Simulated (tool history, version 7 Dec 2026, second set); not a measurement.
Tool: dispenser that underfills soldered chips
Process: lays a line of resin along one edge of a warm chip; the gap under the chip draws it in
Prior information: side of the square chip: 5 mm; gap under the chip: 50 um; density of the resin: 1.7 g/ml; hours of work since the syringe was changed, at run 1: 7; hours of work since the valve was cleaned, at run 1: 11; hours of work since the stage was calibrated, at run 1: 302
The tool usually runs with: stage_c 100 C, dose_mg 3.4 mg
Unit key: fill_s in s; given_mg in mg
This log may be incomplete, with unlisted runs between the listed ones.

run	hour	stage_c	dose_mg	hours of work since the syringe was changed	hours of work since the valve was cleaned	hours of work since the stage was calibrated	fill_s	given_mg
1	0	100	3.4	7	11	302	41.1	3.41
# hour 3.9: new syringe of resin
2	10.7	100	3.4	5	19	309	39.7	3.39
3	16.1	100	3.4	9	22	313	44.5	3.38
# hour 17.2: new syringe of resin
4	20.7	100	3.4	3	26	316	35.6	3.37
5	28.3	93	3.4	8	31	321	60	3.36
# hour 30.5: new syringe of resin
6	37.5	93	3.4	5	37	328	53.4	3.37
# hour 43.9: new syringe of resin
7	46.7	99	3.4	2	44	334	37.2	3.37
# hour 57.1: new syringe of resin
8	57.4	99	3.4	0	51	341	35.8	3.35
9	62.5	100	2.94	4	55	345	39.8	2.89
# hour 70.2: new syringe of resin
10	70.5	100	2.94	0	60	351	34.8	2.86
# hour 72.4: dispensing valve cleaned and set on the balance
11	81.7	100	2.94	8	7	358	44.3	2.92
# hour 84.4: new syringe of resin
12	87.8	100	2.94	2	11	362	37.3	2.93
13	96.6	100	3.4	9	17	368	44.6	3.37
# hour 97.5: new syringe of resin
14	104.2	100	3.4	5	22	373	39.8	3.37
# hour 111: new syringe of resin
# hour 114.8: stage's temperature calibrated
15	115	100	3.44	2	29	0	32.2	3.41
16	122.2	96	3.4	7	34	5	47.3	3.36
# hour 125.4: new syringe of resin
17	127.1	96	3.4	1	37	9	38.6	3.33

Forecast run 18:
18	133.1	89	3.76	6	42	13	?	?

{"run 18": {"fill_s": 58.4, "given_mg": 3.71}}
Minus the tool's unlogged condition, the same run would have read fill_s 48.2 s, given_mg 3.77 mg.
